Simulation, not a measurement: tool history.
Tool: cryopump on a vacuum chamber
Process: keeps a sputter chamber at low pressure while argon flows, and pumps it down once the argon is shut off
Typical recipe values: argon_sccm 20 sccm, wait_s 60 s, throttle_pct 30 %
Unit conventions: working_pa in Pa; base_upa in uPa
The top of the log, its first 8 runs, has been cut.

Run 9, hour 238.5: usual settings but throttle_pct 23 %. Result: working_pa 0.086 Pa, base_upa 0.97 uPa.
Run 10, hour 259.7: usual settings but throttle_pct 23 %. Result: working_pa 0.0867 Pa, base_upa 0.95 uPa.
Run 11, hour 297.8: usual settings but throttle_pct 23 %. Result: working_pa 0.0866 Pa, base_upa 1.04 uPa.
Run 12, hour 316: usual settings but throttle_pct 23 %. Result: working_pa 0.0876 Pa, base_upa 1.05 uPa.
Run 13, hour 349.8: usual settings but throttle_pct 23 %. Result: working_pa 0.0887 Pa, base_upa 1.08 uPa.
Run 14, hour 367.3: usual settings. Result: working_pa 0.0682 Pa, base_upa 1.14 uPa.
Run 15, hour 386.3: usual settings. Result: working_pa 0.07 Pa, base_upa 1.09 uPa.
Run 16, hour 411.8: usual settings. Result: working_pa 0.07 Pa, base_upa 1.19 uPa.
Run 17, hour 432.1: usual settings. Result: working_pa 0.0703 Pa, base_upa 1.14 uPa.
Run 18, hour 471.7: usual settings but argon_sccm 13 sccm, wait_s 63 s. Result: working_pa 0.0463 Pa, base_upa 1.17 uPa.
Run 19, hour 503.2: usual settings but argon_sccm 9 sccm, wait_s 121 s, throttle_pct 23 %. Result: working_pa 0.0413 Pa, base_upa 0.89 uPa.
Run 20, hour 529.1: usual settings but argon_sccm 9 sccm, wait_s 121 s, throttle_pct 23 %. Result: working_pa 0.0409 Pa, base_upa 0.88 uPa.
Run 21, hour 545.8: usual settings but argon_sccm 9 sccm, wait_s 121 s, throttle_pct 23 %. Result: working_pa 0.0416 Pa, base_upa 0.94 uPa.
Run 22, hour 562.4: usual settings but argon_sccm 15 sccm, wait_s 25 s, throttle_pct 16 %. Result: working_pa 0.0981 Pa, base_upa 2.22 uPa.
Run 23, hour 582.8: usual settings but argon_sccm 15 sccm, wait_s 23 s, throttle_pct 16 %. Result: working_pa 0.0986 Pa, base_upa 2.36 uPa.
Run 24, hour 623.7: usual settings but argon_sccm 14 sccm, wait_s 48 s, throttle_pct 21 %. Result: working_pa 0.0722 Pa, base_upa 1.47 uPa.
At hour 652.6: pump warmed up, emptied and cooled again.
Run 25, hour 668.1: usual settings but argon_sccm 24 sccm, wait_s 23 s. Result: working_pa 0.0785 Pa, base_upa 2.19 uPa.
Run 26, hour 695.5: usual settings but argon_sccm 24 sccm, wait_s 23 s. Result: working_pa 0.0794 Pa, base_upa 2.2 uPa.
Run 27, hour 729.4: usual settings but wait_s 54 s. Result: working_pa 0.066 Pa, base_upa 1.3 uPa.
Run 28, hour 750.4: usual settings but wait_s 54 s. Result: working_pa 0.0669 Pa, base_upa 1.29 uPa.
Run 29, hour 777.4: usual settings but argon_sccm 11 sccm, wait_s 54 s, throttle_pct 44 %. Result: working_pa 0.0251 Pa, base_upa 1.32 uPa.
Run 30, hour 807.9: usual settings but argon_sccm 13 sccm, wait_s 54 s, throttle_pct 24 %. Result: working_pa 0.0551 Pa, base_upa 1.42 uPa.
Run 31, hour 827.9: usual settings but argon_sccm 23 sccm, wait_s 25 s, throttle_pct 18 %. Result: working_pa 0.1296 Pa, base_upa 2.21 uPa.
Run 32, hour 851.9: usual settings but argon_sccm 9 sccm, throttle_pct 16 %. Result: working_pa 0.0572 Pa, base_upa 1.34 uPa.
Run 33, hour 892.2: usual settings but argon_sccm 9 sccm, wait_s 58 s, throttle_pct 35 %. Result: working_pa 0.027 Pa, base_upa 1.41 uPa.

4 options for the next run, each taken on its own from the tool as it stands now. Forecast them:
Run A, hour 918.4: usual settings but wait_s 62 s. Result: working_pa ?, base_upa ?.
Run B, hour 918.4: usual settings but throttle_pct 17 %. Result: working_pa ?, base_upa ?.
Run C, hour 918.4: usual settings but argon_sccm 21 sccm, wait_s 75 s, throttle_pct 36 %. Result: working_pa ?, base_upa ?.
Run D, hour 918.4: usual settings but argon_sccm 9 sccm, wait_s 58 s, throttle_pct 17 %. Result: working_pa ?, base_upa ?.

run  working_pa  base_upa
  A      0.0695      1.37
  B      0.1199      1.38
  C      0.0617      1.26
  D      0.0545      1.43
With no hidden state in the tool, these same runs would have given:
run  working_pa  base_upa
  A      0.0648       0.8
  B      0.1151      0.79
  C      0.0566      0.69
  D      0.0524      0.86
